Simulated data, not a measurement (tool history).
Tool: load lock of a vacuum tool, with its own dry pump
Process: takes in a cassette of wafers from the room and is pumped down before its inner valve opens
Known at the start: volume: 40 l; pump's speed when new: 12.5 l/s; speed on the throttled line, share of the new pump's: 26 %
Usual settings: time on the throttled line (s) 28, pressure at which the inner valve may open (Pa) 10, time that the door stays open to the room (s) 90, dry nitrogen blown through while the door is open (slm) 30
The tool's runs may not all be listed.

| run | hour | time on the throttled line (s) | pressure at which the inner valve may open (Pa) | time that the door stays open to the room (s) | dry nitrogen blown through while the door is open (slm) | incoming humidity of the room's air, % | time from the closed door until the inner valve may open (s) | rise of the pressure with all valves shut (Pa/min) |
|---|---|---|---|---|---|---|---|---|
| 1 | 0 | 28 | 10 | 90 | 30 | 42.3 | 51.2 | 0.034 |
| 2 | 62.7 | 28 | 10 | 90 | 30 | 43.9 | 51.4 | 0.037 |
| 3 | 141.4 | 28 | 10 | 90 | 30 | 44.4 | 50.5 | 0.032 |
| 4 | 221.8 | 28 | 10 | 90 | 30 | 43.1 | 51.4 | 0.033 |
| 5 | 334.9 | 28 | 10 | 90 | 30 | 46.9 | 51.4 | 0.035 |
| 6 | 435.7 | 28 | 10 | 90 | 30 | 45.6 | 51.1 | 0.039 |
| 7 | 500.8 | 28 | 10 | 90 | 30 | 46.1 | 51.2 | 0.042 |
| 8 | 602.3 | 28 | 10 | 90 | 30 | 43.9 | 51.2 | 0.036 |
| 9 | 692.7 | 28 | 10 | 90 | 30 | 45 | 51.4 | 0.043 |
| 10 | 761.5 | 28 | 15 | 90 | 30 | 46.6 | 50 | 0.046 |
| 11 | 831.1 | 28 | 15 | 90 | 30 | 43.6 | 50.3 | 0.038 |
| 12 | 918.4 | 28 | 15 | 90 | 30 | 47 | 49.8 | 0.043 |
| 13 | 1004.4 | 26 | 10 | 90 | 30 | 44.4 | 50.1 | 0.043 |
| 14 | 1100 | 28 | 10 | 90 | 26 | 48 | 51.5 | 0.051 |
| 15 | 1170.4 | 28 | 10 | 90 | 26 | 40.8 | 51.8 | 0.046 |
| 16 | 1250.7 | 28 | 10 | 90 | 26 | 44 | 51.7 | 0.046 |
| 17 | 1362.7 | 41 | 10 | 90 | 30 | 45.8 | 61.1 | 0.049 |
| 18 | 1480.7 | 41 | 10 | 90 | 30 | 41.5 | 61.4 | 0.042 |
| 19 | 1566.6 | 41 | 10 | 90 | 30 | 46.8 | 61 | 0.049 |
| 20 | 1685.6 | 52 | 8 | 90 | 30 | 44.9 | 70.1 | 0.05 |
| 21 | 1780.1 | 49 | 17 | 90 | 30 | 46.9 | 65.2 | 0.052 |
| 22 | 1890.3 | 48 | 20 | 55 | 7 | 43.8 | 63.6 | 0.056 |
| 23 | 1973.4 | 48 | 20 | 55 | 7 | 46.6 | 64.5 | 0.06 |
| 24 | 2084.9 | 28 | 19 | 202 | 30 | 46.7 | 49.4 | 0.07 |
| 25 | 2175.6 | 18 | 16 | 129 | 29 | 45.8 | 42.9 | 0.061 |
| 26 | 2241.9 | 18 | 16 | 129 | 29 | 45.3 | 43 | 0.06 |

The next listed run, before its measurement:
| 27 | 2305.6 | 16 | 19 | 54 | 31 | 46.1 | ? | ? |

time from the closed door until the inner valve may open (s): 41.3
rise of the pressure with all valves shut (Pa/min): 0.047
Without the tool's hidden state the same run would have given time from the closed door until the inner valve may open (s) 39.7, rise of the pressure with all valves shut (Pa/min) 0.015.
